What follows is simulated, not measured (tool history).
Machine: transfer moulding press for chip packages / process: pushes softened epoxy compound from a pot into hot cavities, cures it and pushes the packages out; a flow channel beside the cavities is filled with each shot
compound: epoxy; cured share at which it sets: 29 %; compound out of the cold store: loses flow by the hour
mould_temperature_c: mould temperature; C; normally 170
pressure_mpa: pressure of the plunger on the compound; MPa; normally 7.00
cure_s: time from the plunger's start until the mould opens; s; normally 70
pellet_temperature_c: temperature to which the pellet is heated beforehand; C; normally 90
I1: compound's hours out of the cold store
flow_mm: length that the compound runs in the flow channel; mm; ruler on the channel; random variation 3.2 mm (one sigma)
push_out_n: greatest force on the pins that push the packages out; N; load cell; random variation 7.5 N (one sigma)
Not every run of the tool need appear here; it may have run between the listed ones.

Run 1, hour 0.0: usual settings; I1 44.5. Result: flow_mm 716 mm, push_out_n 456 N.
Run 2, hour 43.7: usual settings; I1 21.2. Result: flow_mm 778 mm, push_out_n 657 N.
At hour 67.7: cavities cleaned with cleaning compound and waxed.
At hour 87.9: plunger's sealing rings changed.
Run 3, hour 107.9: usual settings; I1 33.0. Result: flow_mm 766 mm, push_out_n 584 N.
At hour 155.6: cavities cleaned with cleaning compound and waxed.
Run 4, hour 173.2: usual settings; I1 36.2. Result: flow_mm 748 mm, push_out_n 485 N.
Run 5, hour 222.1: usual settings but mould_temperature_c 175 C; I1 41.4. Result: flow_mm 716 mm, push_out_n 464 N.
At hour 239.0: cavities cleaned with cleaning compound and waxed.
Run 6, hour 287.4: usual settings but mould_temperature_c 175 C; I1 28.3. Result: flow_mm 736 mm, push_out_n 466 N.
At hour 327.4: cavities cleaned with cleaning compound and waxed.
At hour 334.7: plunger's sealing rings changed.
Run 7, hour 336.1: usual settings but cure_s 58 s; I1 29.2. Result: flow_mm 782 mm, push_out_n 672 N.
Run 8, hour 392.3: usual settings but cure_s 58 s; I1 25.6. Result: flow_mm 779 mm, push_out_n 1104 N.
At hour 414.2: cavities cleaned with cleaning compound and waxed.
Run 9, hour 451.5: usual settings but cure_s 58 s; I1 36.4. Result: flow_mm 745 mm, push_out_n 947 N.
At hour 497.9: cavities cleaned with cleaning compound and waxed.
At hour 505.1: mould's thermocouples calibrated.
Run 10, hour 514.1: usual settings; I1 39.5. Result: flow_mm 723 mm, push_out_n 431 N.
Run 11, hour 551.9: usual settings; I1 28.4. Result: flow_mm 749 mm, push_out_n 611 N.
At hour 584.7: plunger's sealing rings changed.
At hour 586.2: cavities cleaned with cleaning compound and waxed.
Run 12, hour 593.3: usual settings; I1 31.0. Result: flow_mm 779 mm, push_out_n 415 N.
Run 13, hour 644.9: usual settings; I1 11.3. Result: flow_mm 828 mm, push_out_n 660 N.
At hour 669.3: cavities cleaned with cleaning compound and waxed.
Run 14, hour 698.5: usual settings but mould_temperature_c 172 C, pressure_mpa 6.65 MPa, cure_s 84 s; I1 39.1. Result: flow_mm 714 mm, push_out_n 343 N.
At hour 756.3: cavities cleaned with cleaning compound and waxed.
Run 15, hour 761.8: usual settings but cure_s 71 s; I1 9.9. Result: flow_mm 810 mm, push_out_n 402 N.
Run 16, hour 789.2: usual settings but cure_s 71 s; I1 43.3. Result: flow_mm 710 mm, push_out_n 505 N.
At hour 833.6: plunger's sealing rings changed.
At hour 843.8: cavities cleaned with cleaning compound and waxed.
Run 17, hour 848.9: usual settings but mould_temperature_c 165 C, pressure_mpa 7.81 MPa; I1 22.0. Result: flow_mm 859 mm, push_out_n 549 N.
Run 18, hour 893.6: usual settings but mould_temperature_c 165 C, pressure_mpa 5.70 MPa; I1 37.5. Result: flow_mm 696 mm, push_out_n 817 N.
At hour 928.9: cavities cleaned with cleaning compound and waxed.
Run 19, hour 957.3: usual settings but mould_temperature_c 165 C, pressure_mpa 5.36 MPa, pellet_temperature_c 83 C; I1 44.0. Result: flow_mm 643 mm, push_out_n 749 N.
At hour 1014.0: cavities cleaned with cleaning compound and waxed.
Run 20, hour 1021.1: usual settings but mould_temperature_c 165 C, pressure_mpa 5.36 MPa, pellet_temperature_c 83 C; I1 23.6. Result: flow_mm 684 mm, push_out_n 619 N.
At hour 1082.2: plunger's sealing rings changed.
Run 21, hour 1084.6: usual settings but mould_temperature_c 165 C, pressure_mpa 8.12 MPa, pellet_temperature_c 83 C; I1 8.2. Result: flow_mm 930 mm, push_out_n 1020 N.
At hour 1105.0: cavities cleaned with cleaning compound and waxed.
Run 22, hour 1134.5: usual settings but mould_temperature_c 165 C, pressure_mpa 8.12 MPa, pellet_temperature_c 83 C; I1 28.4. Result: flow_mm 857 mm, push_out_n 791 N.
Run 23, hour 1182.5: usual settings but mould_temperature_c 163 C, pressure_mpa 6.84 MPa, cure_s 73 s, pellet_temperature_c 92 C; I1 16.1. Result: flow_mm 815 mm, push_out_n 994 N.
At hour 1188.6: cavities cleaned with cleaning compound and waxed.
Run 24, hour 1248.1: usual settings but mould_temperature_c 167 C, pressure_mpa 6.84 MPa, cure_s 73 s, pellet_temperature_c 92 C; I1 13.5. Result: flow_mm 801 mm, push_out_n 739 N.
At hour 1272.8: cavities cleaned with cleaning compound and waxed.
Run 25, hour 1278.4: usual settings but mould_temperature_c 167 C, pressure_mpa 6.84 MPa, cure_s 73 s, pellet_temperature_c 92 C; I1 42.7. Result: flow_mm 715 mm, push_out_n 427 N.
At hour 1333.0: plunger's sealing rings changed.
Run 26, hour 1335.3: usual settings but pressure_mpa 5.38 MPa, cure_s 74 s, pellet_temperature_c 85 C; I1 15.0. Result: flow_mm 727 mm, push_out_n 608 N.

Each row is a separate what-if for the run after 26, all from the same tool condition, not one after another. Results?
At hour 1358.6: cavities cleaned with cleaning compound and waxed.
Run A, hour 1366.1: usual settings but pressure_mpa 6.43 MPa, cure_s 74 s, pellet_temperature_c 82 C; I1 18.7. Result: flow_mm ?, push_out_n ?.
At hour 1358.6: cavities cleaned with cleaning compound and waxed.
Run B, hour 1366.1: usual settings but mould_temperature_c 176 C, cure_s 75 s, pellet_temperature_c 87 C; I1 11.9. Result: flow_mm ?, push_out_n ?.
At hour 1358.6: cavities cleaned with cleaning compound and waxed.
Run C, hour 1366.1: usual settings but mould_temperature_c 167 C, pressure_mpa 7.57 MPa, pellet_temperature_c 99 C; I1 31.1. Result: flow_mm ?, push_out_n ?.
At hour 1358.6: cavities cleaned with cleaning compound and waxed.
Run D, hour 1366.1: usual settings but pressure_mpa 5.38 MPa, cure_s 74 s, pellet_temperature_c 85 C; I1 27.8. Result: flow_mm ?, push_out_n ?.

run  flow_mm  push_out_n
  A      786         385
  B      818         284
  C      815         485
  D      690         382
Stripped of hidden state, with their random variation kept, the same runs would have yielded:
run  flow_mm  push_out_n
  A      790         308
  B      822         232
  C      819         389
  D      693         306
